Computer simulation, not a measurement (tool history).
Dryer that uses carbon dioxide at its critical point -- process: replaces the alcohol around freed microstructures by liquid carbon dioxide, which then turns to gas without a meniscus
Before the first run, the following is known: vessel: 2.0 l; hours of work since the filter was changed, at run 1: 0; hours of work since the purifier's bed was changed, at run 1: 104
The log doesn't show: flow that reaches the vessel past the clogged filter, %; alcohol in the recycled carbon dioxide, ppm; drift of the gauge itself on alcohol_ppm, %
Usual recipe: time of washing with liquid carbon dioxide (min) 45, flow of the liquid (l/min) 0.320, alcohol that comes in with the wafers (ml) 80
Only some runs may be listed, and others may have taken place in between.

run,hour,time of washing with liquid carbon dioxide (min),flow of the liquid (l/min),alcohol that comes in with the wafers (ml),hours of work since the filter was changed,hours of work since the purifier's bed was changed,alcohol left in the vessel before it's heated (ppm by volume)
1,0.0,45,0.320,80,0,104,310
2,22.3,45,0.320,80,7,111,311
3,56.0,45,0.320,80,18,122,325
4,72.1,45,0.320,80,23,127,350
5,97.5,45,0.320,22,32,135,131
6,119.2,45,0.320,100,39,142,418
7,140.3,45,0.320,107,46,149,453
8,169.8,45,0.320,80,55,159,373
9,187.4,45,0.320,80,61,165,373
10,205.3,45,0.320,80,67,170,372
11,227.0,45,0.320,32,74,177,197
12,245.3,45,0.320,80,80,183,387
13,267.5,45,0.320,80,87,191,416
14,294.3,45,0.320,80,96,199,405
15,312.7,45,0.320,80,102,205,426
16,327.2,58,0.320,80,106,210,163
17,345.4,58,0.320,80,112,216,167
18,368.6,58,0.320,80,120,223,173
19,391.2,28,0.320,80,127,231,2286
20,416.8,45,0.238,80,135,239,1327
21,434.6,45,0.238,80,141,245,1331
22,467.0,45,0.238,80,152,255,1348
23,490.5,39,0.427,115,159,263,381
24,518.7,39,0.427,115,169,272,393
# hour 536.0: inlet filter changed
25,551.1,52,0.542,36,5,283,106

What will run 26 give?
26,584.0,52,0.542,36,16,293,?

alcohol left in the vessel before it's heated (ppm by volume): 105
Minus the tool's unlogged condition, the same run would have read alcohol left in the vessel before it's heated (ppm by volume) 6.
